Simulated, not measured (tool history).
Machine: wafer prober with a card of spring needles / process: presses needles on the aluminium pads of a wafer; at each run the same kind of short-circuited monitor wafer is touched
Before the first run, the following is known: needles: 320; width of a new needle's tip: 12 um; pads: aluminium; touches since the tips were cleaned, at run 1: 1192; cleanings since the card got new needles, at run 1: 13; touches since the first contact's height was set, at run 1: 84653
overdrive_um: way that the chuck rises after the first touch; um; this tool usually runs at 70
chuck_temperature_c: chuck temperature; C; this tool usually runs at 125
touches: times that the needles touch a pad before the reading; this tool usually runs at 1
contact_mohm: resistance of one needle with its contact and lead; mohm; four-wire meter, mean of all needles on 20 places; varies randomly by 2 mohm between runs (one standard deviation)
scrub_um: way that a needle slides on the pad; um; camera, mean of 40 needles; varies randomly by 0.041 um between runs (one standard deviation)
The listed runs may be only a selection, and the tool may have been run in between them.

| run | hour | overdrive_um | chuck_temperature_c | touches | touches since the tips were cleaned | cleanings since the card got new needles | touches since the first contact's height was set | contact_mohm | scrub_um |
|---|---|---|---|---|---|---|---|---|---|
| 1 | 0 | 70 | 125 | 1 | 1192 | 13 | 84653 | 225 | 14.93 |
| 2 | 7.8 | 70 | 125 | 1 | 4201 | 13 | 87662 | 234 | 14.98 |
|  | 12.4 | tips cleaned on abrasive film |
| 3 | 18.5 | 70 | 44 | 1 | 2337 | 14 | 91708 | 214 | 14.95 |
| 4 | 24.4 | 70 | 44 | 1 | 4596 | 14 | 93967 | 221 | 15.02 |
|  | 28 | tips cleaned on abrasive film |
| 5 | 30.7 | 70 | 44 | 1 | 1004 | 15 | 96334 | 202 | 14.96 |
| 6 | 36.5 | 70 | 44 | 1 | 3227 | 15 | 98557 | 217 | 14.96 |
|  | 43.4 | tips cleaned on abrasive film |
| 7 | 46.1 | 70 | 44 | 1 | 1012 | 16 | 102209 | 204 | 14.89 |
| 8 | 52.7 | 70 | 125 | 1 | 3561 | 16 | 104758 | 234 | 14.86 |
|  | 59.2 | tips cleaned on abrasive film |
| 9 | 62.9 | 70 | 125 | 1 | 1439 | 17 | 108632 | 224 | 14.79 |
| 10 | 69 | 50 | 47 | 2 | 3756 | 17 | 110949 | 225 | 10.5 |
|  | 75 | tips cleaned on abrasive film |
| 11 | 77.2 | 70 | 31 | 1 | 880 | 18 | 114080 | 202 | 14.87 |
| 12 | 82.8 | 70 | 31 | 1 | 3001 | 18 | 116201 | 211 | 14.8 |
| 13 | 90 | 54 | 69 | 2 | 5764 | 18 | 118964 | 228 | 11.4 |
|  | 90.6 | tips cleaned on abrasive film |
| 14 | 96.7 | 54 | 69 | 2 | 2328 | 19 | 121483 | 222 | 11.4 |
| 15 | 101.7 | 54 | 69 | 2 | 4251 | 19 | 123406 | 230 | 11.35 |
|  | 106.3 | tips cleaned on abrasive film |
| 16 | 109 | 54 | 69 | 2 | 1040 | 20 | 126185 | 216 | 11.28 |
| 17 | 115.3 | 72 | 69 | 2 | 3441 | 20 | 128586 | 214 | 15.29 |

Branching from run 17: 3 alternative next runs. What would each branch give?
|  | 122.5 | tips cleaned on abrasive film |
| A | 123.6 | 72 | 69 | 3 | 415 | 21 | 131732 | ? | ? |
|  | 122.5 | tips cleaned on abrasive film |
| B | 123.6 | 70 | 125 | 2 | 415 | 21 | 131732 | ? | ? |
|  | 122.5 | tips cleaned on abrasive film |
| C | 123.6 | 77 | 67 | 1 | 415 | 21 | 131732 | ? | ? |

| run | contact_mohm | scrub_um |
|---|---|---|
| A | 200 | 15.29 |
| B | 220 | 14.75 |
| C | 203 | 16.29 |
Without the tool's unlogged condition, the same runs would have read:
| run | contact_mohm | scrub_um |
|---|---|---|
| A | 198 | 15.85 |
| B | 217 | 15.3 |
| C | 198 | 16.84 |

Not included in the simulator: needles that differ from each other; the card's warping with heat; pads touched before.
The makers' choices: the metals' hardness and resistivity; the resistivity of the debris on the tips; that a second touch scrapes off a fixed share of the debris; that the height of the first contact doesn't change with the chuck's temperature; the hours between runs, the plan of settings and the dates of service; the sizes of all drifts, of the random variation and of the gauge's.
